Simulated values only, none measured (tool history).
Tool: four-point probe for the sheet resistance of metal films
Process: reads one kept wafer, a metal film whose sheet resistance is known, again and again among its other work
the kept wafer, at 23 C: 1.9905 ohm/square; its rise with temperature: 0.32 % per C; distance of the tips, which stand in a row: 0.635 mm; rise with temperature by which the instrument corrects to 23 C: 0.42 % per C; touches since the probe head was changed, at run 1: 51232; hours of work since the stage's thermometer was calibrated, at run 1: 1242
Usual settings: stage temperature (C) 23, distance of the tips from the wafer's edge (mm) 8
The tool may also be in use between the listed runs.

| run | hour | stage temperature (C) | distance of the tips from the wafer's edge (mm) | touches since the probe head was changed | hours of work since the stage's thermometer was calibrated | sheet resistance as the instrument gives it (ohm/square) |
|---|---|---|---|---|---|---|
| 1 | 0.0 | 23 | 8 | 51232 | 1242 | 2.007094 |
|  | 11.0 | stage's thermometer calibrated |
| 2 | 103.1 | 25 | 8 | 52561 | 56 | 2.002855 |
| 3 | 185.0 | 25 | 8 | 53622 | 105 | 2.003010 |
| 4 | 260.2 | 25 | 27 | 54596 | 151 | 1.997053 |
|  | 287.2 | stage's thermometer calibrated, once more |
| 5 | 336.6 | 23 | 8 | 55580 | 30 | 2.010518 |
| 6 | 451.5 | 23 | 8 | 57069 | 99 | 2.010649 |
| 7 | 566.8 | 20 | 8 | 58562 | 169 | 2.016798 |
| 8 | 690.4 | 20 | 8 | 60163 | 244 | 2.017276 |
| 9 | 813.0 | 20 | 8 | 61752 | 318 | 2.017526 |
| 10 | 910.2 | 23 | 39 | 63010 | 376 | 2.004375 |
| 11 | 1051.3 | 23 | 8 | 64838 | 462 | 2.010940 |
| 12 | 1198.2 | 31 | 3 | 66741 | 550 | 2.035295 |
| 13 | 1316.2 | 31 | 3 | 68270 | 622 | 2.035125 |
| 14 | 1390.7 | 33 | 8 | 69236 | 667 | 1.992554 |
| 15 | 1532.3 | 29 | 10 | 71070 | 752 | 1.996705 |
| 16 | 1677.8 | 29 | 10 | 72955 | 840 | 1.996579 |
| 17 | 1770.0 | 24 | 14 | 74149 | 896 | 2.005116 |
| 18 | 1900.4 | 23 | 17 | 75838 | 974 | 2.006019 |
| 19 | 2015.9 | 23 | 17 | 77334 | 1044 | 2.006818 |
| 20 | 2123.3 | 23 | 17 | 78726 | 1109 | 2.007187 |
| 21 | 2233.0 | 23 | 17 | 80147 | 1175 | 2.007518 |
| 22 | 2314.1 | 21 | 5 | 81197 | 1224 | 2.026712 |

Forecast each of these 3 alternatives for the next run:
|  | 2354.8 | stage's thermometer calibrated |
| A | 2460.7 | 32 | 20 | 83090 | 64 | ? |
|  | 2354.8 | stage's thermometer calibrated |
| B | 2460.7 | 26 | 70 | 83090 | 64 | ? |
|  | 2354.8 | stage's thermometer calibrated |
| C | 2460.7 | 26 | 6 | 83090 | 64 | ? |

| run | sheet resistance as the instrument gives it (ohm/square) |
|---|---|
| A | 1.990352 |
| B | 2.002061 |
| C | 2.013429 |
Without the tool's hidden state the same runs would have given:
| run | sheet resistance as the instrument gives it (ohm/square) |
|---|---|
| A | 1.973574 |
| B | 1.985186 |
| C | 1.996467 |

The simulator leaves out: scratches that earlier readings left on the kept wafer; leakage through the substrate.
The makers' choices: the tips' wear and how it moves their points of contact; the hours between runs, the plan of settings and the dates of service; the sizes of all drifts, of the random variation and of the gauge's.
